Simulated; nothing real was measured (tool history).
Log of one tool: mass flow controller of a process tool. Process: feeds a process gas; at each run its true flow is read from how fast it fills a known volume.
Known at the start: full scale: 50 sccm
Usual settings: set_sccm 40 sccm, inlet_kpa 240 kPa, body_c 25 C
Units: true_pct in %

Run 1, hour 0.0: usual settings. Result: true_pct 98.48 %.
Run 2, hour 148.6: usual settings. Result: true_pct 98.56 %.
Run 3, hour 295.0: usual settings. Result: true_pct 98.46 %.
Run 4, hour 480.4: usual settings. Result: true_pct 98.74 %.
At hour 497.1: controller's zero set anew.
Run 5, hour 695.3: usual settings. Result: true_pct 98.42 %.
At hour 835.1: controller's zero set anew, once more.
Run 6, hour 875.2: usual settings. Result: true_pct 98.46 %.
Run 7, hour 1076.3: usual settings. Result: true_pct 98.30 %.
Run 8, hour 1184.6: usual settings. Result: true_pct 98.43 %.
Run 9, hour 1387.1: usual settings but set_sccm 9 sccm, body_c 37 C. Result: true_pct 98.27 %.
Run 10, hour 1514.9: usual settings but set_sccm 13 sccm, body_c 26 C. Result: true_pct 97.13 %.
Run 11, hour 1606.9: usual settings but set_sccm 47 sccm, body_c 26 C. Result: true_pct 98.71 %.
Run 12, hour 1742.2: usual settings but body_c 27 C. Result: true_pct 98.47 %.
Run 13, hour 1923.7: usual settings but body_c 27 C. Result: true_pct 98.44 %.

Forecast each of these 4 alternatives for the next run:
Run A, hour 2108.5: usual settings but set_sccm 50 sccm, body_c 27 C. Result: true_pct ?.
Run B, hour 2108.5: usual settings but set_sccm 37 sccm, inlet_kpa 227 kPa, body_c 35 C. Result: true_pct ?.
Run C, hour 2108.5: usual settings but set_sccm 44 sccm. Result: true_pct ?.
Run D, hour 2108.5: usual settings but set_sccm 29 sccm, inlet_kpa 172 kPa, body_c 36 C. Result: true_pct ?.

run  true_pct
  A     98.68
  B     99.28
  C     98.28
  D     99.51
Without the tool's hidden state the same runs would have given:
run  true_pct
  A     99.87
  B    100.49
  C     99.48
  D    100.77

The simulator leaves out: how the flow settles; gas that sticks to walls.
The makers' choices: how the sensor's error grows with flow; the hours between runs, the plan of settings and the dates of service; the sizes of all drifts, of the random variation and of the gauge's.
